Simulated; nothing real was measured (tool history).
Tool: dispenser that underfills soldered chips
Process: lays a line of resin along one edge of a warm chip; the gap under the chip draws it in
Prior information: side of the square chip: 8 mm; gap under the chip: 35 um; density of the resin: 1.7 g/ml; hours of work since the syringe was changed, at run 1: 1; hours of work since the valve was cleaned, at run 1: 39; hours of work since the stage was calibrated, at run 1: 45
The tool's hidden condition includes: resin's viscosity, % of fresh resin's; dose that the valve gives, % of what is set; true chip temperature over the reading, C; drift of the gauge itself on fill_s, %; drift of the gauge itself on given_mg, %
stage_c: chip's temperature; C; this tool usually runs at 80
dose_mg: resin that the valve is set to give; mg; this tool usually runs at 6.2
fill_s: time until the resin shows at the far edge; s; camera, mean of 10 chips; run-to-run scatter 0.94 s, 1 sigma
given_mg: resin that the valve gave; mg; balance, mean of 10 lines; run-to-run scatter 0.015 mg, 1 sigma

| run | day | stage_c | dose_mg | hours of work since the syringe was changed | hours of work since the valve was cleaned | hours of work since the stage was calibrated | fill_s | given_mg |
|---|---|---|---|---|---|---|---|---|
| 1 | 0 | 80 | 6.2 | 1 | 39 | 45 | 90.8 | 6 |
| 2 | 0.083 | 80 | 6.2 | 2 | 41 | 47 | 94.1 | 6.01 |
| 3 | 0.254 | 80 | 6.2 | 5 | 43 | 49 | 110.9 | 6 |
| 4 | 0.333 | 80 | 6.2 | 6 | 44 | 50 | 120.6 | 5.99 |
|  | 0.425 | new syringe of resin |
| 5 | 0.471 | 80 | 6.2 | 1 | 47 | 52 | 92.8 | 5.97 |
|  | 0.596 | dispensing valve cleaned and set on the balance |
| 6 | 0.692 | 80 | 6.2 | 4 | 2 | 55 | 107 | 6.22 |
| 7 | 0.879 | 80 | 6.2 | 7 | 5 | 58 | 127.2 | 6.21 |
|  | 0.921 | new syringe of resin |
| 8 | 1 | 80 | 6.2 | 1 | 6 | 60 | 94.1 | 6.18 |
| 9 | 1.1 | 80 | 6.2 | 3 | 8 | 62 | 102.7 | 6.16 |
| 10 | 1.292 | 75 | 6.2 | 6 | 11 | 65 | 141.2 | 6.16 |
|  | 1.379 | new syringe of resin |
| 11 | 1.408 | 80 | 7.4 | 0 | 13 | 66 | 89 | 7.32 |
| 12 | 1.529 | 93 | 6.74 | 2 | 15 | 68 | 67.3 | 6.67 |
| 13 | 1.629 | 93 | 6.74 | 4 | 16 | 70 | 73.4 | 6.7 |
| 14 | 1.75 | 94 | 5.43 | 6 | 18 | 72 | 79.5 | 5.35 |
|  | 1.838 | new syringe of resin |
| 15 | 1.842 | 94 | 5.43 | 0 | 19 | 73 | 59.9 | 5.36 |
| 16 | 2.012 | 70 | 5.43 | 3 | 22 | 76 | 147.1 | 5.35 |
| 17 | 2.212 | 70 | 5.43 | 6 | 25 | 79 | 166.8 | 5.35 |
|  | 2.292 | new syringe of resin |
| 18 | 2.392 | 80 | 5.51 | 2 | 28 | 82 | 97.2 | 5.41 |
| 19 | 2.475 | 80 | 5.51 | 3 | 29 | 83 | 107.2 | 5.39 |
| 20 | 2.633 | 86 | 5.83 | 5 | 32 | 86 | 98.1 | 5.69 |
|  | 2.75 | new syringe of resin |
| 21 | 2.821 | 88 | 7.3 | 1 | 35 | 88 | 72.3 | 7.12 |
| 22 | 2.975 | 66 | 6.2 | 4 | 37 | 91 | 166.9 | 6.04 |

Branching from run 22: 5 alternative next runs. What would each branch give?
| A | 3.092 | 93 | 6.82 | 5 | 39 | 93 | ? | ? |
| B | 3.092 | 70 | 5.9 | 5 | 39 | 93 | ? | ? |
| C | 3.092 | 79 | 5.83 | 5 | 39 | 93 | ? | ? |
| D | 3.092 | 70 | 6.83 | 5 | 39 | 93 | ? | ? |
| E | 3.092 | 91 | 6.34 | 5 | 39 | 93 | ? | ? |

| run | fill_s | given_mg |
|---|---|---|
| A | 80.2 | 6.63 |
| B | 159.8 | 5.74 |
| C | 122.6 | 5.7 |
| D | 157.4 | 6.63 |
| E | 84.4 | 6.16 |
Had the tool no hidden state, the same runs would have come out as:
| run | fill_s | given_mg |
|---|---|---|
| A | 60.8 | 6.82 |
| B | 121.3 | 5.91 |
| C | 92.9 | 5.86 |
| D | 119.7 | 6.82 |
| E | 63.9 | 6.34 |
